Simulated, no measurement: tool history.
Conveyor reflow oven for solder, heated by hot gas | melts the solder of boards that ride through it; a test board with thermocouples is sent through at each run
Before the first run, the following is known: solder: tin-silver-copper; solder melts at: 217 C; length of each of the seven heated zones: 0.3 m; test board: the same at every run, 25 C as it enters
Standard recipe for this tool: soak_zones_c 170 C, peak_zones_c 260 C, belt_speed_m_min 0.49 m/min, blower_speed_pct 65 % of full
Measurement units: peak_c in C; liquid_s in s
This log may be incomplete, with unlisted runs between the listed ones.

run	hour	soak_zones_c	peak_zones_c	belt_speed_m_min	blower_speed_pct	peak_c	liquid_s
1	0	170	260	0.49	65	247.1	50.2
2	13.2	170	260	0.49	59	245.4	48.9
3	24.5	170	260	0.557	65	242.9	39.7
4	33.9	170	254	0.557	65	237.9	35.3
5	48.1	170	254	0.557	65	237.7	35.6
6	61.9	173	260	0.49	65	247.2	51.8
7	76.5	170	266	0.49	65	251.8	53.4
# hour 90.9: flux residue cleaned out of gas plates and filters
8	96.2	170	274	0.49	65	259.8	58.7
9	105.5	170	274	0.49	65	259.4	58.6
10	121	170	260	0.49	65	247.5	50.6
11	132.4	170	260	0.49	65	247.6	50.7
12	143.9	170	262	0.49	65	248.8	52.2
13	158	170	262	0.49	65	249	51.8
14	166.3	170	260	0.448	65	249.7	58.3
15	176.8	170	260	0.448	65	249.6	58.4
16	184.2	181	260	0.459	56	249.3	60.6
17	199.4	169	258	0.484	62	245	48.9
18	211.5	169	258	0.484	62	245.1	49.1
19	226.1	163	257	0.561	83	242.2	38.2
20	238.8	163	257	0.467	63	244.4	49
21	252.3	163	257	0.467	63	244.4	48.7
22	261.4	157	263	0.517	65	245.5	42.4
23	276.4	170	260	0.567	53	239.1	35.1
24	289.8	170	260	0.567	53	239.4	35.1
25	302.5	170	260	0.567	53	239.2	35.1
# hour 320.4: flux residue cleaned out of gas plates and filters
26	322.7	164	260	0.524	53	241.7	40
27	330.1	170	265	0.567	65	247.4	42.7
28	342.7	170	260	0.397	85	255.3	73
29	353.9	170	261	0.397	81	255.7	72.8
30	361.2	158	252	0.436	64	242.1	49.7

Alternative continuations, all from the tool just after run 30; predict every row:
A	375.9	174	260	0.519	62	?	?
B	375.9	170	265	0.454	78	?	?
C	375.9	158	252	0.483	64	?	?
D	375.9	165	254	0.49	65	?	?
E	375.9	170	269	0.49	65	?	?

run	peak_c	liquid_s
A	246.2	47.4
B	256.5	62.5
C	239.1	40.4
D	241.4	44.8
E	255.5	56.8
With no hidden state in the tool, these same runs would have given:
run	peak_c	liquid_s
A	244.3	45.4
B	254.5	60.7
C	237.2	37.9
D	239.5	42.6
E	253.6	55
